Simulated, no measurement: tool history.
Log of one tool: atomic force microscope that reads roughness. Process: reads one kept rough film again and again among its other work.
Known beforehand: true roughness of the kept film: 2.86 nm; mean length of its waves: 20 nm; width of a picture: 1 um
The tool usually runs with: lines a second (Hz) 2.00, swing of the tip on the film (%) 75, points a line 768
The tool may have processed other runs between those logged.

run,hour,lines a second (Hz),swing of the tip on the film (%),points a line,roughness of the kept film (nm (root mean square))
1,0.0,2.00,75,768,2.159
2,19.2,2.00,75,704,2.110
3,47.8,2.00,75,704,2.051
4,61.0,2.00,75,441,2.005
5,75.8,2.00,75,441,1.962
6,98.9,2.00,79,691,1.887
7,123.5,0.97,79,421,1.954
8,138.7,2.00,70,768,1.918
9,157.7,0.51,83,444,1.963
# hour 176.2: new tip fitted
10,180.3,3.74,64,972,2.169

4 ways to go on from here, each from the tool as it stands after run 10. What would each give?
A,196.2,2.89,64,650,?
B,196.2,2.57,74,972,?
C,196.2,2.93,64,355,?
D,196.2,3.74,61,260,?

run,roughness of the kept film (nm (root mean square))
A,2.152
B,2.061
C,2.140
D,2.100
The same runs, with their run-to-run variation unchanged, on a tool lacking any hidden condition would have given:
run,roughness of the kept film (nm (root mean square))
A,2.225
B,2.130
C,2.211
D,2.171
